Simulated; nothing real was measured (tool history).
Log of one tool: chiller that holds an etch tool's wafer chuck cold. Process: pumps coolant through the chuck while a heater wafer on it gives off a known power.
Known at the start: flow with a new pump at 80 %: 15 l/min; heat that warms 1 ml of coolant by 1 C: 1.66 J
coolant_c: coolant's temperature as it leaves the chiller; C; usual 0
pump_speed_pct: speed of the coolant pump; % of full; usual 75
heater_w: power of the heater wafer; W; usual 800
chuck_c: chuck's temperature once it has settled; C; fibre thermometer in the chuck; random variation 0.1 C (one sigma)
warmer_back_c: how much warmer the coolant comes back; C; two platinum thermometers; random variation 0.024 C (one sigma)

| run | day | coolant_c | pump_speed_pct | heater_w | chuck_c | warmer_back_c |
|---|---|---|---|---|---|---|
| 1 | 0 | 0 | 75 | 800 | 7.1 | 2.08 |
| 2 | 0.888 | 0 | 75 | 800 | 7.2 | 2.1 |
| 3 | 2.412 | 0 | 75 | 800 | 7.3 | 2.12 |
| 4 | 3.762 | 0 | 75 | 800 | 7.2 | 2.15 |
| 5 | 5.104 | 3 | 75 | 800 | 10.5 | 2.12 |
| 6 | 6.554 | -2 | 83 | 582 | 3 | 1.42 |
| 7 | 7.404 | -3 | 78 | 800 | 4.1 | 2.03 |
| 8 | 8.758 | -3 | 78 | 800 | 4 | 2.04 |

Run 9 comes next. What will it give?
| 9 | 10.354 | 10 | 70 | 980 | ? | ? |

Run 9 gave chuck_c 19.6 C, warmer_back_c 2.81 C.
Without the tool's hidden state the same run would have given chuck_c 19 C, warmer_back_c 2.73 C.
